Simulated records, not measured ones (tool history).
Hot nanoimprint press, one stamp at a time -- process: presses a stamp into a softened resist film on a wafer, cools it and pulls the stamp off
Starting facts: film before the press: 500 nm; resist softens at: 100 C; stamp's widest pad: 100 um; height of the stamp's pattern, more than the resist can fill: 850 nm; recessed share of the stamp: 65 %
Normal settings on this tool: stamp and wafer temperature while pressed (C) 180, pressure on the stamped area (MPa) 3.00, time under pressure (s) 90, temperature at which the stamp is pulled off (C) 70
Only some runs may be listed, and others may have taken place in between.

run	hour	stamp and wafer temperature while pressed (C)	pressure on the stamped area (MPa)	time under pressure (s)	temperature at which the stamp is pulled off (C)	resist left under the stamp's widest pad (angstrom)	greatest force while the stamp is pulled off (N)
1	0.0	180	3.00	90	70	2578	147
2	7.6	180	3.00	90	70	2593	143
3	14.6	180	3.00	163	70	2067	145
4	26.6	180	3.00	163	70	2064	138
5	37.5	180	3.00	163	70	2054	140
6	44.1	180	3.00	84	70	2629	142
7	52.6	180	3.00	84	70	2632	146
8	57.7	180	3.00	84	70	2646	144
9	66.0	180	3.00	84	70	2619	147
10	77.8	180	3.00	84	70	2628	145
11	89.4	168	3.26	90	70	3486	145
12	101.1	168	3.26	90	70	3472	143
13	109.9	186	2.90	60	70	2510	143
14	118.6	184	3.00	109	70	2102	143
15	127.9	184	3.00	109	70	2113	144
16	137.8	184	3.00	109	66	2092	151
17	147.7	178	3.00	90	67	2689	154
18	157.6	184	3.00	90	69	2249	144
19	168.5	184	2.29	90	69	2534	143

Predict each of these 4 candidate next runs independently; none follows another, all start after run 19:
A	180.6	173	4.35	113	69	?	?
B	180.6	175	2.45	111	70	?	?
C	180.6	184	2.29	90	60	?	?
D	180.6	180	4.09	119	70	?	?

run	resist left under the stamp's widest pad (angstrom)	greatest force while the stamp is pulled off (N)
A	2496	149
B	2965	146
C	2522	159
D	1994	141
Stripped of hidden state, with their random variation kept, the same runs would have yielded:
run	resist left under the stamp's widest pad (angstrom)	greatest force while the stamp is pulled off (N)
A	2554	148
B	3035	145
C	2581	158
D	2040	140
